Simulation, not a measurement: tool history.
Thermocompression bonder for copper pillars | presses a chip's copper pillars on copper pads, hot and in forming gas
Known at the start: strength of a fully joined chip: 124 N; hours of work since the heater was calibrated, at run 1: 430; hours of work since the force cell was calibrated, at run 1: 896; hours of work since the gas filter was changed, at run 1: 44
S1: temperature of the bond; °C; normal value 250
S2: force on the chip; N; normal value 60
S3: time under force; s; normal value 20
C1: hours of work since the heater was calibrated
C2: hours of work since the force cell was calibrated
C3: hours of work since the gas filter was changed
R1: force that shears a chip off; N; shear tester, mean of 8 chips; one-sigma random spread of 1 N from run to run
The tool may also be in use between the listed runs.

Run 1, hour 0.0: usual settings; C1 430; C2 896; C3 44. Result: R1 86.9 N.
Run 2, hour 44.4: usual settings; C1 461; C2 927; C3 75. Result: R1 86.1 N.
Run 3, hour 72.7: usual settings but S1 233 °C; C1 481; C2 947; C3 95. Result: R1 70.3 N.
Run 4, hour 109.4: usual settings but S1 279 °C; C1 507; C2 973; C3 121. Result: R1 109.5 N.
Run 5, hour 155.1: usual settings but S1 270 °C; C1 539; C2 1005; C3 153. Result: R1 99.5 N.
At hour 169.9: heater calibrated with a thermocouple chip.
Run 6, hour 201.5: usual settings but S1 270 °C, S2 58 N; C1 22; C2 1036; C3 184. Result: R1 96.1 N.
Run 7, hour 237.1: usual settings but S1 270 °C, S2 58 N; C1 47; C2 1061; C3 209. Result: R1 96.4 N.
Run 8, hour 265.6: usual settings but S1 270 °C, S2 58 N, S3 12 s; C1 67; C2 1081; C3 229. Result: R1 84.8 N.
Run 9, hour 297.4: usual settings but S1 270 °C, S2 58 N, S3 12 s; C1 90; C2 1104; C3 252. Result: R1 83.4 N.
Run 10, hour 334.0: usual settings but S1 270 °C, S2 58 N, S3 12 s; C1 116; C2 1130; C3 278. Result: R1 85.7 N.
Run 11, hour 374.7: usual settings but S1 270 °C, S2 58 N, S3 12 s; C1 144; C2 1158; C3 306. Result: R1 84.7 N.
At hour 411.7: force cell calibrated.
Run 12, hour 424.2: usual settings but S1 270 °C, S2 58 N, S3 12 s; C1 178; C2 9; C3 340. Result: R1 81.2 N.
At hour 438.4: heater calibrated with a thermocouple chip, once more.
Run 13, hour 469.0: usual settings but S1 266 °C, S2 58 N, S3 12 s; C1 22; C2 39; C3 370. Result: R1 86.5 N.
At hour 477.8: forming gas filter changed.
Run 14, hour 493.5: usual settings but S1 253 °C, S2 58 N, S3 12 s; C1 38; C2 56; C3 11. Result: R1 79.2 N.
Run 15, hour 536.5: usual settings; C1 69; C2 86; C3 41. Result: R1 88.3 N.
Run 16, hour 566.5: usual settings; C1 90; C2 107; C3 62. Result: R1 89.4 N.
Run 17, hour 616.1: usual settings; C1 125; C2 142; C3 97. Result: R1 87.8 N.
Run 18, hour 656.8: usual settings; C1 154; C2 171; C3 126. Result: R1 86.1 N.
Run 19, hour 700.8: usual settings but S2 65 N; C1 185; C2 202; C3 157. Result: R1 88.5 N.
Run 20, hour 724.9: usual settings but S2 76 N, S3 17 s; C1 201; C2 219; C3 174. Result: R1 91.2 N.
Run 21, hour 770.7: usual settings but S1 221 °C, S2 38 N; C1 234; C2 251; C3 206. Result: R1 41.9 N.
Run 22, hour 807.4: usual settings but S1 221 °C, S2 38 N; C1 260; C2 277; C3 232. Result: R1 40.6 N.
Run 23, hour 832.3: usual settings but S1 263 °C, S3 40 s; C1 277; C2 294; C3 250. Result: R1 107.1 N.
Run 24, hour 865.0: usual settings but S1 230 °C, S2 45 N, S3 53 s; C1 300; C2 318; C3 273. Result: R1 74.6 N.
Run 25, hour 888.9: usual settings but S1 230 °C, S2 45 N, S3 53 s; C1 317; C2 334; C3 290. Result: R1 73.9 N.
Run 26, hour 938.8: usual settings but S1 230 °C, S2 45 N, S3 53 s; C1 352; C2 370; C3 325. Result: R1 72.9 N.
Run 27, hour 978.4: usual settings but S1 230 °C, S2 45 N, S3 53 s; C1 380; C2 397; C3 353. Result: R1 72.0 N.
At hour 1016.0: forming gas filter changed.
Run 28, hour 1018.6: usual settings but S1 230 °C, S2 45 N, S3 53 s; C1 408; C2 425; C3 2. Result: R1 76.5 N.
Run 29, hour 1067.8: usual settings but S1 224 °C, S2 45 N, S3 56 s; C1 443; C2 460; C3 36. Result: R1 70.3 N.
Run 30, hour 1120.3: usual settings but S1 220 °C, S2 82 N, S3 54 s; C1 480; C2 497; C3 73. Result: R1 90.9 N.
Run 31, hour 1149.7: usual settings but S3 28 s; C1 500; C2 518; C3 94. Result: R1 91.9 N.
Run 32, hour 1194.2: usual settings but S3 28 s; C1 532; C2 549; C3 126. Result: R1 90.4 N.
At hour 1222.3: heater calibrated with a thermocouple chip.
Run 33, hour 1241.9: usual settings but S3 28 s; C1 14; C2 581; C3 158. Result: R1 94.9 N.
Run 34, hour 1290.8: usual settings but S3 15 s; C1 48; C2 616; C3 192. Result: R1 83.2 N.
Run 35, hour 1313.2: usual settings but S3 15 s; C1 64; C2 632; C3 208. Result: R1 83.1 N.
Run 36, hour 1351.3: usual settings but S3 15 s; C1 91; C2 658; C3 235. Result: R1 79.8 N.
Run 37, hour 1384.6: usual settings but S1 257 °C, S2 63 N, S3 24 s; C1 114; C2 682; C3 258. Result: R1 96.5 N.
Run 38, hour 1422.2: usual settings but S1 254 °C, S2 54 N, S3 24 s; C1 141; C2 708; C3 285. Result: R1 90.0 N.

Consider 4 possible next runs. They are alternatives, not a sequence: every one starts from the tool as it was left by run 38. What does each give?
Run A, hour 1449.6: usual settings but S1 279 °C, S3 52 s; C1 160; C2 728; C3 304. Result: R1 ?.
Run B, hour 1449.6: usual settings but S1 248 °C, S2 48 N, S3 59 s; C1 160; C2 728; C3 304. Result: R1 ?.
Run C, hour 1449.6: usual settings but S1 220 °C, S2 84 N, S3 12 s; C1 160; C2 728; C3 304. Result: R1 ?.
Run D, hour 1449.6: usual settings but S1 278 °C, S2 89 N, S3 24 s; C1 160; C2 728; C3 304. Result: R1 ?.

run     R1
  A  116.9
  B   94.5
  C   60.2
  D  113.3
With the hidden condition removed and each run's random variation left untouched, the same runs would have given:
run     R1
  A  122.3
  B   98.9
  C   63.1
  D  118.5
